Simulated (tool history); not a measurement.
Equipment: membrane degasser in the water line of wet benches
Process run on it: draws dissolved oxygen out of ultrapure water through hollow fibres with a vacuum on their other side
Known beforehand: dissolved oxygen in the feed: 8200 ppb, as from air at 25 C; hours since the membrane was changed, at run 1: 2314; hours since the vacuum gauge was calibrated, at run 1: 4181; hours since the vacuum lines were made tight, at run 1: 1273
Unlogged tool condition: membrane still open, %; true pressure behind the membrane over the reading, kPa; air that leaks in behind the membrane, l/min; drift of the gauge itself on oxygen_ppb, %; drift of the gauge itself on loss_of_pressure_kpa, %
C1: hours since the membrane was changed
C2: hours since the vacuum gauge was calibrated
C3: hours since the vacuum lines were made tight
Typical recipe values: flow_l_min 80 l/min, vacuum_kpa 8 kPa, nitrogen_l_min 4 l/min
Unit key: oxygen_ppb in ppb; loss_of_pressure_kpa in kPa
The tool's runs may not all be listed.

run 1 hour=0 | flow_l_min=80 vacuum_kpa=8 nitrogen_l_min=4 | C1=2314 C2=4181 C3=1273 | oxygen_ppb=350.1 loss_of_pressure_kpa=35.93
run 2 hour=127.5 | flow_l_min=80 vacuum_kpa=8 nitrogen_l_min=4 | C1=2441 C2=4309 C3=1400 | oxygen_ppb=350.5 loss_of_pressure_kpa=36.34
run 3 hour=242.8 | flow_l_min=80 vacuum_kpa=8 nitrogen_l_min=4 | C1=2556 C2=4424 C3=1516 | oxygen_ppb=351.2 loss_of_pressure_kpa=36.37
run 4 hour=452.8 | flow_l_min=80 vacuum_kpa=8 nitrogen_l_min=4 | C1=2767 C2=4634 C3=1726 | oxygen_ppb=348.9 loss_of_pressure_kpa=36.37
run 5 hour=573.4 | flow_l_min=80 vacuum_kpa=8 nitrogen_l_min=6.18 | C1=2887 C2=4755 C3=1846 | oxygen_ppb=285.1 loss_of_pressure_kpa=36.41
run 6 hour=764.9 | flow_l_min=80 vacuum_kpa=11.39 nitrogen_l_min=4 | C1=3079 C2=4946 C3=2038 | oxygen_ppb=482.6 loss_of_pressure_kpa=36.32
run 7 hour=911.8 | flow_l_min=80 vacuum_kpa=11.39 nitrogen_l_min=4 | C1=3225 C2=5093 C3=2185 | oxygen_ppb=488.4 loss_of_pressure_kpa=36.38
run 8 hour=1066 | flow_l_min=80 vacuum_kpa=8 nitrogen_l_min=4 | C1=3380 C2=5247 C3=2339 | oxygen_ppb=351.8 loss_of_pressure_kpa=35.99
-- hour=1341.4 vacuum gauge calibrated
run 9 hour=1341.4 | flow_l_min=80 vacuum_kpa=8 nitrogen_l_min=10.92 | C1=3655 C2=0 C3=2614 | oxygen_ppb=231.9 loss_of_pressure_kpa=36.29
run 10 hour=1470.6 | flow_l_min=80 vacuum_kpa=8 nitrogen_l_min=10.92 | C1=3784 C2=129 C3=2743 | oxygen_ppb=228.9 loss_of_pressure_kpa=36.11
run 11 hour=1740.4 | flow_l_min=101 vacuum_kpa=8 nitrogen_l_min=4.54 | C1=4054 C2=399 C3=3013 | oxygen_ppb=459 loss_of_pressure_kpa=45.5
run 12 hour=1928.6 | flow_l_min=72 vacuum_kpa=7.75 nitrogen_l_min=11.76 | C1=4242 C2=587 C3=3201 | oxygen_ppb=178.9 loss_of_pressure_kpa=32.85
run 13 hour=2117.1 | flow_l_min=72 vacuum_kpa=7.75 nitrogen_l_min=11.76 | C1=4430 C2=776 C3=3389 | oxygen_ppb=178.1 loss_of_pressure_kpa=32.27
run 14 hour=2352.6 | flow_l_min=72 vacuum_kpa=7.75 nitrogen_l_min=11.76 | C1=4666 C2=1011 C3=3625 | oxygen_ppb=181.5 loss_of_pressure_kpa=32.38
run 15 hour=2534.8 | flow_l_min=72 vacuum_kpa=11.67 nitrogen_l_min=2.35 | C1=4848 C2=1193 C3=3807 | oxygen_ppb=623.1 loss_of_pressure_kpa=32.63
run 16 hour=2733.5 | flow_l_min=76 vacuum_kpa=8.81 nitrogen_l_min=9.2 | C1=5047 C2=1392 C3=4006 | oxygen_ppb=237.3 loss_of_pressure_kpa=34.09
run 17 hour=2970.9 | flow_l_min=56 vacuum_kpa=19.16 nitrogen_l_min=9.2 | C1=5284 C2=1629 C3=4243 | oxygen_ppb=284.1 loss_of_pressure_kpa=25.59
run 18 hour=3112.1 | flow_l_min=84 vacuum_kpa=11.05 nitrogen_l_min=9.2 | C1=5425 C2=1771 C3=4384 | oxygen_ppb=325.3 loss_of_pressure_kpa=38.08

Here are 4 independent what-if runs from the current tool condition. What would each one return?
run A hour=3238 | flow_l_min=49 vacuum_kpa=11.58 nitrogen_l_min=5.4 | C1=5551 C2=1897 C3=4510 | oxygen_ppb=? loss_of_pressure_kpa=?
run B hour=3238 | flow_l_min=106 vacuum_kpa=5.16 nitrogen_l_min=4.78 | C1=5551 C2=1897 C3=4510 | oxygen_ppb=? loss_of_pressure_kpa=?
run C hour=3238 | flow_l_min=58 vacuum_kpa=9.1 nitrogen_l_min=3.39 | C1=5551 C2=1897 C3=4510 | oxygen_ppb=? loss_of_pressure_kpa=?
run D hour=3238 | flow_l_min=80 vacuum_kpa=6.69 nitrogen_l_min=3.65 | C1=5551 C2=1897 C3=4510 | oxygen_ppb=? loss_of_pressure_kpa=?

run=A oxygen_ppb=219.2 loss_of_pressure_kpa=22.38
run=B oxygen_ppb=350.9 loss_of_pressure_kpa=47.78
run=C oxygen_ppb=288.7 loss_of_pressure_kpa=26.38
run=D oxygen_ppb=314.2 loss_of_pressure_kpa=36.43
Without the tool's hidden state the same runs would have given:
run=A oxygen_ppb=219 loss_of_pressure_kpa=22.37
run=B oxygen_ppb=350.4 loss_of_pressure_kpa=47.75
run=C oxygen_ppb=288.5 loss_of_pressure_kpa=26.37
run=D oxygen_ppb=313.8 loss_of_pressure_kpa=36.41

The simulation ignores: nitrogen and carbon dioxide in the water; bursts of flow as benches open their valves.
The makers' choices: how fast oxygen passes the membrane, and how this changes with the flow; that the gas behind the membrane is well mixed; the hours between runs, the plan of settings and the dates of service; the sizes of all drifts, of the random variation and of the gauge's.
